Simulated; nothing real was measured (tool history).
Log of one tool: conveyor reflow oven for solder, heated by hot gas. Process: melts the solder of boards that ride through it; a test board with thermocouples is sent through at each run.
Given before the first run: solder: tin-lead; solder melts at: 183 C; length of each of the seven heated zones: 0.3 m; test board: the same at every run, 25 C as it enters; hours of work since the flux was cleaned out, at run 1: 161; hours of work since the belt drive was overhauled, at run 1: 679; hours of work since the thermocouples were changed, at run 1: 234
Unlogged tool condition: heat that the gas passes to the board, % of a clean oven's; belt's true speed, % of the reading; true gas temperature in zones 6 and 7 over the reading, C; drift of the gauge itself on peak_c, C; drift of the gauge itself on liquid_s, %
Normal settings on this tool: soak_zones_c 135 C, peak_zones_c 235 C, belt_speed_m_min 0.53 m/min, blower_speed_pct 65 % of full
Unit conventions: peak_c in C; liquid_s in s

run   hour  soak_zones_c  peak_zones_c  belt_speed_m_min  blower_speed_pct  hours of work since the flux was cleaned out  hours of work since the belt drive was overhauled  hours of work since the thermocouples were changed  peak_c  liquid_s
  1      0           135           235              0.53                65                                           161                                                679                                                 234   218.2      50.8
  2   28.6           135           235              0.53                65                                           174                                                692                                                 247   217.8      50.6
  3   43.7           135           235              0.53                86                                           181                                                699                                                 254   221.6      53.7
  4   75.8           135           235              0.53                86                                           195                                                713                                                 268   221.7      53.7
  5   97.4           135           235              0.53                86                                           205                                                723                                                 278   221.4      53.7
  6    128           135           235              0.53                86                                           219                                                737                                                 292   221.5      53.4
  7  145.1           135           235              0.53                65                                           226                                                744                                                 299   217.7      50.7
  8  175.9           135           235              0.53                65                                           240                                                758                                                 313   217.7      50.7
  9  194.3           135           235             0.617                65                                           249                                                767                                                 322   212.3      38.9
 10    215           135           235             0.617                65                                           258                                                776                                                 331     212      38.8
     237.3  -- flux residue cleaned out of gas plates and filters
 11  248.5           135           238             0.617                65                                             5                                                789                                                 344     213      39.6
 12  279.7           135           238             0.617                65                                            19                                                803                                                 358   213.1      39.6
 13  302.6           135           239              0.53                65                                            30                                                813                                                 368   219.6      51.9
 14  329.9           135           239              0.53                65                                            42                                                825                                                 381   219.8      51.9
 15  346.7           135           235              0.53                65                                            49                                                833                                                 388   216.3      49.5
 16  361.2           135           235             0.441                65                                            56                                                840                                                 395   221.9      65.4
     382.1  -- flux residue cleaned out of gas plates and filters, once more
 17  385.1           135           235             0.441                65                                             1                                                848                                                 403   224.2      67.2
 18  410.6           149           240             0.447                81                                            13                                                860                                                 415   232.2      75.6
 19  430.6           130           229              0.53                65                                            22                                                869                                                 424   212.7        46
 20  448.3           130           229              0.53                65                                            30                                                877                                                 432   212.8      45.9
     466.8  -- belt drive overhauled, speed set with a stopwatch
 21  481.7           140           235              0.53                64                                            43                                                  7                                                 445   219.1      52.3
 22    496           140           235              0.53                68                                            50                                                 13                                                 452     220      53.1
 23  512.1           147           245             0.491                61                                            57                                                 20                                                 459   230.9        66
 24  529.4           124           223              0.53                61                                            65                                                 28                                                 467   204.9      36.6
 25  551.4           149           242             0.558                65                                            75                                                 38                                                 477   225.1      55.9
 26  565.3           149           242             0.558                65                                            81                                                 44                                                 483   225.2      55.9
 27  588.7           144           235              0.53                65                                            91                                                 55                                                 493   219.7        54
 28    609           139           243             0.437                70                                           101                                                 64                                                 503   232.5      72.8
 29  635.7           139           243             0.437                70                                           113                                                 76                                                 515   232.7      72.6
 30  658.2           139           243             0.437                70                                           123                                                 86                                                 525   232.6      72.9

Below, each run's measurement less what the same run would have read without the hidden state. Both values contain the same run-to-run variation, but the gauge's scatter may not be the same in both:
run  peak_c  liquid_s
  1    -0.4      +0.1
  2    -0.4      +0.1
  3    -0.5      +0.1
  4    -0.5        +0
  5    -0.6        +0
  6    -0.7      -0.1
  7    -0.6        +0
  8    -0.6      -0.1
  9    -0.9      -0.5
 10      -1      -0.5
 11    -2.3      -1.5
 12    -2.3      -1.5
 13      -2      -1.1
 14      -2      -1.1
 15      -2      -1.2
 16    -1.6      -0.8
 17    +0.6      +1.1
 18    +0.5      +1.1
 19    +0.6      +0.9
 20    +0.5      +0.9
 21      +0      -0.2
 22      +0      -0.2
 23    +0.1      -0.1
 24    -0.1      -0.3
 25    -0.1      -0.2
 26    -0.1      -0.2
 27    -0.2      -0.3
 28      +0      -0.2
 29    -0.1      -0.2
 30    -0.1      -0.2
